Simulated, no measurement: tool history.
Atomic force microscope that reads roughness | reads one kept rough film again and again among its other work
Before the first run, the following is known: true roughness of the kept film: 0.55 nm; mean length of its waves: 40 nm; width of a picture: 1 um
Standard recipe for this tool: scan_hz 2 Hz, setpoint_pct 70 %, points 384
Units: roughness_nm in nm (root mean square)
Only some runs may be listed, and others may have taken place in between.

| run | hour | scan_hz | setpoint_pct | points | roughness_nm |
|---|---|---|---|---|---|
| 1 | 0 | 2 | 70 | 384 | 0.518 |
|  | 29.6 | new tip fitted |
| 2 | 33.7 | 3.68 | 70 | 384 | 0.508 |
| 3 | 81.1 | 2 | 70 | 384 | 0.516 |
|  | 97.2 | new tip fitted |
| 4 | 110.4 | 2 | 70 | 384 | 0.522 |
|  | 165.1 | new tip fitted |
| 5 | 168.9 | 2 | 70 | 384 | 0.524 |
| 6 | 201.8 | 2 | 70 | 298 | 0.516 |
|  | 234.9 | new tip fitted |
| 7 | 243.6 | 2 | 70 | 298 | 0.522 |
| 8 | 287.3 | 2 | 70 | 298 | 0.515 |
|  | 303.9 | new tip fitted |
| 9 | 335.5 | 2 | 70 | 384 | 0.519 |
| 10 | 362.9 | 2 | 70 | 384 | 0.514 |
|  | 374.2 | new tip fitted |
| 11 | 416.6 | 2 | 70 | 384 | 0.517 |
|  | 444.1 | new tip fitted |
| 12 | 457.6 | 2 | 70 | 384 | 0.523 |
| 13 | 494.7 | 2 | 70 | 384 | 0.513 |
|  | 514.3 | new tip fitted |
| 14 | 519.9 | 2 | 70 | 384 | 0.52 |
| 15 | 546.3 | 2 | 70 | 384 | 0.516 |
| 16 | 572.7 | 0.78 | 70 | 384 | 0.524 |
|  | 584.2 | new tip fitted |
| 17 | 609.3 | 1.94 | 70 | 384 | 0.521 |
| 18 | 633.4 | 1.94 | 70 | 384 | 0.515 |
|  | 654.3 | new tip fitted |
| 19 | 690.3 | 1.94 | 70 | 384 | 0.521 |
|  | 722.5 | new tip fitted |
| 20 | 727.9 | 1.94 | 70 | 384 | 0.523 |
| 21 | 756.8 | 2 | 70 | 384 | 0.519 |
|  | 791.4 | new tip fitted |
| 22 | 796.9 | 2 | 70 | 384 | 0.521 |
| 23 | 848.4 | 2 | 70 | 384 | 0.513 |
|  | 861.8 | new tip fitted |
| 24 | 903.6 | 0.96 | 57 | 643 | 0.531 |
|  | 929.8 | new tip fitted |
| 25 | 938.4 | 0.99 | 70 | 384 | 0.528 |
| 26 | 986.9 | 1.1 | 70 | 655 | 0.523 |
|  | 998.8 | new tip fitted |
| 27 | 1027 | 1.1 | 70 | 655 | 0.53 |
|  | 1068.4 | new tip fitted |
| 28 | 1083.9 | 1.1 | 70 | 655 | 0.532 |
| 29 | 1128.2 | 1.1 | 70 | 655 | 0.52 |
|  | 1136.2 | new tip fitted |
| 30 | 1181.6 | 1.1 | 70 | 655 | 0.526 |
|  | 1207.9 | new tip fitted |
| 31 | 1239.5 | 1.1 | 70 | 655 | 0.527 |
|  | 1279.1 | new tip fitted |
| 32 | 1294.5 | 0.95 | 72 | 384 | 0.529 |
|  | 1346.9 | new tip fitted |
| 33 | 1346.9 | 0.95 | 72 | 384 | 0.527 |
| 34 | 1375.2 | 2 | 80 | 351 | 0.507 |
|  | 1416.6 | new tip fitted |
| 35 | 1417.3 | 0.98 | 73 | 384 | 0.529 |
| 36 | 1459.9 | 2 | 59 | 384 | 0.522 |
|  | 1484.7 | new tip fitted |
| 37 | 1507.2 | 2 | 59 | 384 | 0.526 |
|  | 1554.6 | new tip fitted |
| 38 | 1557.5 | 3.03 | 76 | 945 | 0.506 |
| 39 | 1612.6 | 3.03 | 76 | 945 | 0.497 |
|  | 1621.8 | new tip fitted |
| 40 | 1661.8 | 3.03 | 76 | 945 | 0.501 |
| 41 | 1688.6 | 3.03 | 76 | 945 | 0.499 |
|  | 1693.3 | new tip fitted |
| 42 | 1720.6 | 3.03 | 76 | 945 | 0.502 |
| 43 | 1747.9 | 2 | 70 | 465 | 0.514 |
|  | 1762.9 | new tip fitted |
| 44 | 1798.9 | 1.37 | 82 | 499 | 0.512 |
| 45 | 1825.9 | 1.37 | 82 | 499 | 0.507 |

5 ways to go on from here, each from the tool as it stands after run 45. What would each give?
|  | 1831.3 | new tip fitted |
| A | 1875.6 | 2 | 72 | 384 | ? |
|  | 1831.3 | new tip fitted |
| B | 1875.6 | 2.22 | 74 | 326 | ? |
|  | 1831.3 | new tip fitted |
| C | 1875.6 | 1.21 | 82 | 499 | ? |
|  | 1831.3 | new tip fitted |
| D | 1875.6 | 0.69 | 87 | 590 | ? |
|  | 1831.3 | new tip fitted |
| E | 1875.6 | 2 | 79 | 384 | ? |

| run | roughness_nm |
|---|---|
| A | 0.513 |
| B | 0.507 |
| C | 0.512 |
| D | 0.515 |
| E | 0.502 |
Without the tool's hidden state the same runs would have given:
| run | roughness_nm |
|---|---|
| A | 0.526 |
| B | 0.52 |
| C | 0.525 |
| D | 0.529 |
| E | 0.515 |
